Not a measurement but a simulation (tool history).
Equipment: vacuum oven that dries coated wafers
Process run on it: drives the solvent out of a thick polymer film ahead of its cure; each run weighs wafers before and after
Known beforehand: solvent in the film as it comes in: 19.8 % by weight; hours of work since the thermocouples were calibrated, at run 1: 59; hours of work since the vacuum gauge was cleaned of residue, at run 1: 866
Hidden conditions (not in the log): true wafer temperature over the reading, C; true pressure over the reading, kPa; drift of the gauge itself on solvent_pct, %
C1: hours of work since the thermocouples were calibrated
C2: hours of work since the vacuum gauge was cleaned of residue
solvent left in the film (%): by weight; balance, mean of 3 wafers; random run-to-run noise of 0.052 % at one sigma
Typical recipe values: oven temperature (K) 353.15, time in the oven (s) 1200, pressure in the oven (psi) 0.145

run 1 hour=0.0 | oven_temperature_(K)=353.15 time_in_the_oven_(s)=1200 pressure_in_the_oven_(psi)=0.145 | C1=59 C2=866 | solvent_left_in_the_film_(%)=1.71
run 2 hour=41.7 | oven_temperature_(K)=353.15 time_in_the_oven_(s)=1200 pressure_in_the_oven_(psi)=0.145 | C1=86 C2=893 | solvent_left_in_the_film_(%)=1.67
run 3 hour=63.2 | oven_temperature_(K)=353.15 time_in_the_oven_(s)=1200 pressure_in_the_oven_(psi)=0.145 | C1=101 C2=908 | solvent_left_in_the_film_(%)=1.76
run 4 hour=91.4 | oven_temperature_(K)=353.15 time_in_the_oven_(s)=1200 pressure_in_the_oven_(psi)=0.145 | C1=119 C2=926 | solvent_left_in_the_film_(%)=1.81
run 5 hour=133.9 | oven_temperature_(K)=353.15 time_in_the_oven_(s)=1200 pressure_in_the_oven_(psi)=0.145 | C1=148 C2=955 | solvent_left_in_the_film_(%)=1.86
run 6 hour=157.2 | oven_temperature_(K)=353.15 time_in_the_oven_(s)=1200 pressure_in_the_oven_(psi)=0.145 | C1=163 C2=970 | solvent_left_in_the_film_(%)=1.84
run 7 hour=197.7 | oven_temperature_(K)=353.15 time_in_the_oven_(s)=1800 pressure_in_the_oven_(psi)=0.145 | C1=190 C2=997 | solvent_left_in_the_film_(%)=1.21
run 8 hour=240.0 | oven_temperature_(K)=353.15 time_in_the_oven_(s)=1800 pressure_in_the_oven_(psi)=0.145 | C1=218 C2=1025 | solvent_left_in_the_film_(%)=1.19
run 9 hour=259.7 | oven_temperature_(K)=353.15 time_in_the_oven_(s)=1500 pressure_in_the_oven_(psi)=0.145 | C1=231 C2=1038 | solvent_left_in_the_film_(%)=1.33
run 10 hour=285.4 | oven_temperature_(K)=353.15 time_in_the_oven_(s)=1200 pressure_in_the_oven_(psi)=0.077 | C1=248 C2=1055 | solvent_left_in_the_film_(%)=1.47
run 11 hour=328.2 | oven_temperature_(K)=353.15 time_in_the_oven_(s)=1200 pressure_in_the_oven_(psi)=0.145 | C1=277 C2=1084 | solvent_left_in_the_film_(%)=1.89
run 12 hour=360.2 | oven_temperature_(K)=353.15 time_in_the_oven_(s)=1200 pressure_in_the_oven_(psi)=0.145 | C1=298 C2=1105 | solvent_left_in_the_film_(%)=1.89
run 13 hour=390.9 | oven_temperature_(K)=353.15 time_in_the_oven_(s)=1200 pressure_in_the_oven_(psi)=0.145 | C1=318 C2=1125 | solvent_left_in_the_film_(%)=1.87
run 14 hour=422.6 | oven_temperature_(K)=353.15 time_in_the_oven_(s)=1200 pressure_in_the_oven_(psi)=0.145 | C1=339 C2=1146 | solvent_left_in_the_film_(%)=1.90
run 15 hour=453.0 | oven_temperature_(K)=353.15 time_in_the_oven_(s)=1200 pressure_in_the_oven_(psi)=0.145 | C1=359 C2=1166 | solvent_left_in_the_film_(%)=1.99
run 16 hour=491.3 | oven_temperature_(K)=353.15 time_in_the_oven_(s)=1200 pressure_in_the_oven_(psi)=0.145 | C1=385 C2=1192 | solvent_left_in_the_film_(%)=1.96
run 17 hour=514.8 | oven_temperature_(K)=353.15 time_in_the_oven_(s)=1200 pressure_in_the_oven_(psi)=0.145 | C1=400 C2=1207 | solvent_left_in_the_film_(%)=1.90
run 18 hour=550.4 | oven_temperature_(K)=353.15 time_in_the_oven_(s)=1320 pressure_in_the_oven_(psi)=0.145 | C1=424 C2=1231 | solvent_left_in_the_film_(%)=1.71
run 19 hour=593.3 | oven_temperature_(K)=353.15 time_in_the_oven_(s)=1320 pressure_in_the_oven_(psi)=0.145 | C1=452 C2=1260 | solvent_left_in_the_film_(%)=1.73
-- hour=598.6 oven's thermocouples calibrated
run 20 hour=624.6 | oven_temperature_(K)=357.15 time_in_the_oven_(s)=1200 pressure_in_the_oven_(psi)=0.145 | C1=17 C2=1279 | solvent_left_in_the_film_(%)=1.45
run 21 hour=653.4 | oven_temperature_(K)=357.15 time_in_the_oven_(s)=1200 pressure_in_the_oven_(psi)=0.145 | C1=36 C2=1298 | solvent_left_in_the_film_(%)=1.35
-- hour=682.0 oven's thermocouples calibrated, once more
run 22 hour=684.3 | oven_temperature_(K)=357.15 time_in_the_oven_(s)=1200 pressure_in_the_oven_(psi)=0.145 | C1=2 C2=1317 | solvent_left_in_the_film_(%)=1.17
run 23 hour=707.1 | oven_temperature_(K)=341.15 time_in_the_oven_(s)=660 pressure_in_the_oven_(psi)=0.139 | C1=17 C2=1332 | solvent_left_in_the_film_(%)=9.31
run 24 hour=746.1 | oven_temperature_(K)=362.15 time_in_the_oven_(s)=660 pressure_in_the_oven_(psi)=0.139 | C1=42 C2=1358 | solvent_left_in_the_film_(%)=1.44
run 25 hour=767.1 | oven_temperature_(K)=357.15 time_in_the_oven_(s)=1560 pressure_in_the_oven_(psi)=0.139 | C1=56 C2=1372 | solvent_left_in_the_film_(%)=0.98
run 26 hour=798.5 | oven_temperature_(K)=353.15 time_in_the_oven_(s)=720 pressure_in_the_oven_(psi)=0.145 | C1=77 C2=1393 | solvent_left_in_the_film_(%)=3.50
run 27 hour=828.5 | oven_temperature_(K)=353.15 time_in_the_oven_(s)=1260 pressure_in_the_oven_(psi)=0.500 | C1=97 C2=1413 | solvent_left_in_the_film_(%)=3.92
run 28 hour=854.7 | oven_temperature_(K)=353.15 time_in_the_oven_(s)=1260 pressure_in_the_oven_(psi)=0.500 | C1=115 C2=1430 | solvent_left_in_the_film_(%)=3.94
run 29 hour=885.0 | oven_temperature_(K)=353.15 time_in_the_oven_(s)=1260 pressure_in_the_oven_(psi)=0.500 | C1=135 C2=1450 | solvent_left_in_the_film_(%)=4.08
run 30 hour=913.9 | oven_temperature_(K)=343.15 time_in_the_oven_(s)=720 pressure_in_the_oven_(psi)=0.081 | C1=154 C2=1470 | solvent_left_in_the_film_(%)=7.55
run 31 hour=942.9 | oven_temperature_(K)=354.15 time_in_the_oven_(s)=720 pressure_in_the_oven_(psi)=0.226 | C1=173 C2=1489 | solvent_left_in_the_film_(%)=3.72
run 32 hour=977.8 | oven_temperature_(K)=354.15 time_in_the_oven_(s)=720 pressure_in_the_oven_(psi)=0.226 | C1=196 C2=1512 | solvent_left_in_the_film_(%)=3.74
run 33 hour=995.3 | oven_temperature_(K)=354.15 time_in_the_oven_(s)=720 pressure_in_the_oven_(psi)=0.226 | C1=208 C2=1524 | solvent_left_in_the_film_(%)=3.72
run 34 hour=1033.8 | oven_temperature_(K)=354.15 time_in_the_oven_(s)=720 pressure_in_the_oven_(psi)=0.226 | C1=233 C2=1549 | solvent_left_in_the_film_(%)=3.71
run 35 hour=1074.8 | oven_temperature_(K)=346.15 time_in_the_oven_(s)=1260 pressure_in_the_oven_(psi)=0.226 | C1=261 C2=1576 | solvent_left_in_the_film_(%)=4.39
run 36 hour=1100.0 | oven_temperature_(K)=365.15 time_in_the_oven_(s)=1020 pressure_in_the_oven_(psi)=0.145 | C1=277 C2=1593 | solvent_left_in_the_film_(%)=0.73
run 37 hour=1128.1 | oven_temperature_(K)=347.15 time_in_the_oven_(s)=1260 pressure_in_the_oven_(psi)=0.084 | C1=296 C2=1612 | solvent_left_in_the_film_(%)=3.02
run 38 hour=1165.8 | oven_temperature_(K)=347.15 time_in_the_oven_(s)=1260 pressure_in_the_oven_(psi)=0.084 | C1=321 C2=1637 | solvent_left_in_the_film_(%)=3.00
run 39 hour=1190.9 | oven_temperature_(K)=353.15 time_in_the_oven_(s)=1200 pressure_in_the_oven_(psi)=0.468 | C1=338 C2=1653 | solvent_left_in_the_film_(%)=4.03
run 40 hour=1231.7 | oven_temperature_(K)=353.15 time_in_the_oven_(s)=1200 pressure_in_the_oven_(psi)=0.468 | C1=365 C2=1681 | solvent_left_in_the_film_(%)=4.01
run 41 hour=1268.0 | oven_temperature_(K)=346.15 time_in_the_oven_(s)=780 pressure_in_the_oven_(psi)=0.393 | C1=389 C2=1705 | solvent_left_in_the_film_(%)=8.09
run 42 hour=1286.3 | oven_temperature_(K)=361.15 time_in_the_oven_(s)=1200 pressure_in_the_oven_(psi)=0.145 | C1=401 C2=1717 | solvent_left_in_the_film_(%)=0.89

The same runs without the tool's hidden state, with the same run-to-run variation:
run=1 solvent_left_in_the_film_(%)=1.52
run=2 solvent_left_in_the_film_(%)=1.48
run=3 solvent_left_in_the_film_(%)=1.56
run=4 solvent_left_in_the_film_(%)=1.59
run=5 solvent_left_in_the_film_(%)=1.63
run=6 solvent_left_in_the_film_(%)=1.60
run=7 solvent_left_in_the_film_(%)=1.03
run=8 solvent_left_in_the_film_(%)=1.00
run=9 solvent_left_in_the_film_(%)=1.11
run=10 solvent_left_in_the_film_(%)=1.19
run=11 solvent_left_in_the_film_(%)=1.58
run=12 solvent_left_in_the_film_(%)=1.58
run=13 solvent_left_in_the_film_(%)=1.54
run=14 solvent_left_in_the_film_(%)=1.55
run=15 solvent_left_in_the_film_(%)=1.63
run=16 solvent_left_in_the_film_(%)=1.59
run=17 solvent_left_in_the_film_(%)=1.52
run=18 solvent_left_in_the_film_(%)=1.36
run=19 solvent_left_in_the_film_(%)=1.36
run=20 solvent_left_in_the_film_(%)=1.07
run=21 solvent_left_in_the_film_(%)=0.96
run=22 solvent_left_in_the_film_(%)=1.00
run=23 solvent_left_in_the_film_(%)=8.96
run=24 solvent_left_in_the_film_(%)=1.26
run=25 solvent_left_in_the_film_(%)=0.81
run=26 solvent_left_in_the_film_(%)=3.15
run=27 solvent_left_in_the_film_(%)=3.61
run=28 solvent_left_in_the_film_(%)=3.62
run=29 solvent_left_in_the_film_(%)=3.74
run=30 solvent_left_in_the_film_(%)=7.03
run=31 solvent_left_in_the_film_(%)=3.29
run=32 solvent_left_in_the_film_(%)=3.29
run=33 solvent_left_in_the_film_(%)=3.26
run=34 solvent_left_in_the_film_(%)=3.24
run=35 solvent_left_in_the_film_(%)=3.80
run=36 solvent_left_in_the_film_(%)=0.58
run=37 solvent_left_in_the_film_(%)=2.44
run=38 solvent_left_in_the_film_(%)=2.41
run=39 solvent_left_in_the_film_(%)=3.54
run=40 solvent_left_in_the_film_(%)=3.49
run=41 solvent_left_in_the_film_(%)=7.27
run=42 solvent_left_in_the_film_(%)=0.68

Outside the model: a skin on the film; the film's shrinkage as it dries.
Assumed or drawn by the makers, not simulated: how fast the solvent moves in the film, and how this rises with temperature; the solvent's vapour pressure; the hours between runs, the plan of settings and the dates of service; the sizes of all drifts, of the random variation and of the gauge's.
